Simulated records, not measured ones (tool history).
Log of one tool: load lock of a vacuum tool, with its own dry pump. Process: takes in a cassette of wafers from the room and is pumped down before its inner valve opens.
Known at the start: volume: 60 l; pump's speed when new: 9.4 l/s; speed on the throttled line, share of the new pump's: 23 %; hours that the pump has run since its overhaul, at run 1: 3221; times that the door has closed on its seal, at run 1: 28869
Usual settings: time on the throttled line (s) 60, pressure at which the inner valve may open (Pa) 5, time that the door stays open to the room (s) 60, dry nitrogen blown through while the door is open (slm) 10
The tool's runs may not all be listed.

run	hour	time on the throttled line (s)	pressure at which the inner valve may open (Pa)	time that the door stays open to the room (s)	dry nitrogen blown through while the door is open (slm)	hours that the pump has run since its overhaul	times that the door has closed on its seal	incoming humidity of the room's air, %	time from the closed door until the inner valve may open (s)	rise of the pressure with all valves shut (Pa/min)
1	0.0	60	5	60	10	3221	28869	45.5	112.3	0.476
2	123.9	60	5	60	5	3345	29369	43.3	112.5	0.491
3	241.8	60	5	60	5	3462	29845	45.9	112.3	0.514
4	352.7	60	5	60	5	3573	30293	44.3	111.0	0.523
5	515.8	60	5	60	10	3736	30951	46.7	112.1	0.532
6	735.2	60	5	60	6	3956	31837	47.4	112.2	0.565
# hour 848.4: door's seal changed, seat wiped
7	848.4	101	5	143	11	4068	0	42.3	142.1	0.031
8	1020.2	60	7	127	10	4239	693	46.3	110.3	0.036
9	1175.0	60	7	59	10	4394	1318	47.5	108.2	0.035
10	1337.1	60	7	59	10	4556	1973	44.5	109.6	0.034
11	1486.1	62	7	59	9	4705	2574	44.6	111.3	0.038
12	1699.9	31	7	50	5	4919	3437	45.2	87.5	0.043

Hidden state or all else? Some run-to-run changes of time from the closed door until the inner valve may open (s), split into what the settings, what came in and random variation would give without the hidden state, and what is left for the hidden state (with any gauge scatter that isn't in both results):
The hidden state here: pump's speed, % of a new pump's; leak at the door's seal, Pa l/s; drift of the gauge itself on ready_s, %; drift of the gauge itself on rise_pa_min, %.
Run 7 -> 8: time on the throttled line (s) 101 -> 60, pressure at which the inner valve may open (Pa) 5 -> 7, time that the door stays open to the room (s) 143 -> 127, dry nitrogen blown through while the door is open (slm) 11 -> 10. time from the closed door until the inner valve may open (s) -31.8: hidden state +0.3, all else -32.1.
Run 11 -> 12: time on the throttled line (s) 62 -> 31, time that the door stays open to the room (s) 59 -> 50, dry nitrogen blown through while the door is open (slm) 9 -> 5. time from the closed door until the inner valve may open (s) -23.8: hidden state +0.5, all else -24.3.
